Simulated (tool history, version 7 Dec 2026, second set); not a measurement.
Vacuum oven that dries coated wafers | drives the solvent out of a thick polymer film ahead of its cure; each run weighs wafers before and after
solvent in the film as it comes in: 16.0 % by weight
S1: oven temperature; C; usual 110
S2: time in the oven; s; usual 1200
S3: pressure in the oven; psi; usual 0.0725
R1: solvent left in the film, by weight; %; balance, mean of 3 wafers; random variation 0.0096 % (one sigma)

Run 1, hour 0: usual settings. Result: R1 3.422 %.
Run 2, hour 38.7: usual settings but S3 0.2544 psi. Result: R1 3.737 %.
Run 3, hour 82.8: usual settings but S1 96 C. Result: R1 7.042 %.
Run 4, hour 123.2: usual settings but S1 96 C. Result: R1 7.027 %.
Run 5, hour 183.3: usual settings. Result: R1 3.427 %.
Run 6, hour 242.9: usual settings. Result: R1 3.414 %.
Run 7, hour 274.7: usual settings but S2 1620 s. Result: R1 2.206 %.
Run 8, hour 314: usual settings but S2 1620 s. Result: R1 2.206 %.
Run 9, hour 342.4: usual settings but S2 1380 s. Result: R1 2.801 %.
Run 10, hour 377.4: usual settings but S1 105 C. Result: R1 4.67 %.
Run 11, hour 410: usual settings but S1 122 C, S3 0.1507 psi. Result: R1 1.257 %.
Run 12, hour 437.2: usual settings but S1 100 C, S2 1320 s, S3 0.2624 psi. Result: R1 5.951 %.
Run 13, hour 475.3: usual settings but S1 101 C, S2 1140 s, S3 0.1184 psi. Result: R1 6.038 %.
Run 14, hour 539.8: usual settings but S1 101 C, S2 1140 s, S3 0.1184 psi. Result: R1 6.044 %.
Run 15, hour 596.4: usual settings but S2 840 s, S3 0.0528 psi. Result: R1 4.995 %.
Run 16, hour 643.4: usual settings but S1 108 C, S2 840 s, S3 0.191 psi. Result: R1 5.716 %.
Run 17, hour 695.8: usual settings but S1 100 C, S2 1860 s, S3 0.1014 psi. Result: R1 4.022 %.

Forecast each of these 4 alternatives for the next run:
Run A, hour 758.9: usual settings but S2 960 s, S3 0.1738 psi. Result: R1 ?.
Run B, hour 758.9: usual settings but S2 780 s, S3 0.0454 psi. Result: R1 ?.
Run C, hour 758.9: usual settings but S1 104 C, S3 0.0967 psi. Result: R1 ?.
Run D, hour 758.9: usual settings but S1 112 C, S2 1380 s, S3 0.0701 psi. Result: R1 ?.

run     R1
  A   4.59
  B  5.315
  C  4.939
  D  2.389
Without the tool's hidden state the same runs would have given:
run     R1
  A  4.631
  B  5.364
  C  4.964
  D   2.39
